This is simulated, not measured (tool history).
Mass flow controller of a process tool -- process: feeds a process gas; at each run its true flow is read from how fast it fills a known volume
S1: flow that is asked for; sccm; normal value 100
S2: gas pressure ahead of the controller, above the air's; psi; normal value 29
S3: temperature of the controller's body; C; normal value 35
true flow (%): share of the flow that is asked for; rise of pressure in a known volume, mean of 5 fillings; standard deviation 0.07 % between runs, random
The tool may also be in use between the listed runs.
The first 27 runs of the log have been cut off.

run 28 hour=5944 | S1=100 S2=30.9 S3=38 | true_flow_(%)=97.09
run 29 hour=6172.2 | S1=100 S2=30.9 S3=38 | true_flow_(%)=96.76
-- hour=6447.1 controller's zero set anew
run 30 hour=6447.2 | S1=30 S2=20.7 S3=21 | true_flow_(%)=96.25
run 31 hour=6708.3 | S1=30 S2=20.7 S3=21 | true_flow_(%)=96.07
-- hour=6842.1 gauge calibrated
run 32 hour=7004.7 | S1=30 S2=20.7 S3=21 | true_flow_(%)=97.6
run 33 hour=7188 | S1=38 S2=20.7 S3=22 | true_flow_(%)=97.54
run 34 hour=7320.9 | S1=155 S2=31.5 S3=22 | true_flow_(%)=99.3
run 35 hour=7630.7 | S1=155 S2=31.5 S3=22 | true_flow_(%)=99.05
run 36 hour=7869.1 | S1=20 S2=26.4 S3=23 | true_flow_(%)=96.96
run 37 hour=8043.5 | S1=27 S2=37.9 S3=37 | true_flow_(%)=96.82
run 38 hour=8219.4 | S1=98 S2=35.2 S3=22 | true_flow_(%)=98.17
run 39 hour=8483.3 | S1=100 S2=30.7 S3=30 | true_flow_(%)=97.59
run 40 hour=8700.7 | S1=52 S2=32.1 S3=31 | true_flow_(%)=96.88
run 41 hour=8916.6 | S1=52 S2=32.1 S3=31 | true_flow_(%)=96.64

Consider 3 possible next runs. They are alternatives, not a sequence: every one starts from the tool as it was left by run 41. What does each give?
run A hour=9101.5 | S1=44 S2=27.3 S3=38 | true_flow_(%)=?
run B hour=9101.5 | S1=61 S2=31 S3=22 | true_flow_(%)=?
run C hour=9101.5 | S1=31 S2=27.4 S3=20 | true_flow_(%)=?

run=A true_flow_(%)=96.06
run=B true_flow_(%)=96.94
run=C true_flow_(%)=96.59
Take away the tool's hidden state, keep each run's random variation, and the runs would have read:
run=A true_flow_(%)=97.34
run=B true_flow_(%)=98.24
run=C true_flow_(%)=97.88

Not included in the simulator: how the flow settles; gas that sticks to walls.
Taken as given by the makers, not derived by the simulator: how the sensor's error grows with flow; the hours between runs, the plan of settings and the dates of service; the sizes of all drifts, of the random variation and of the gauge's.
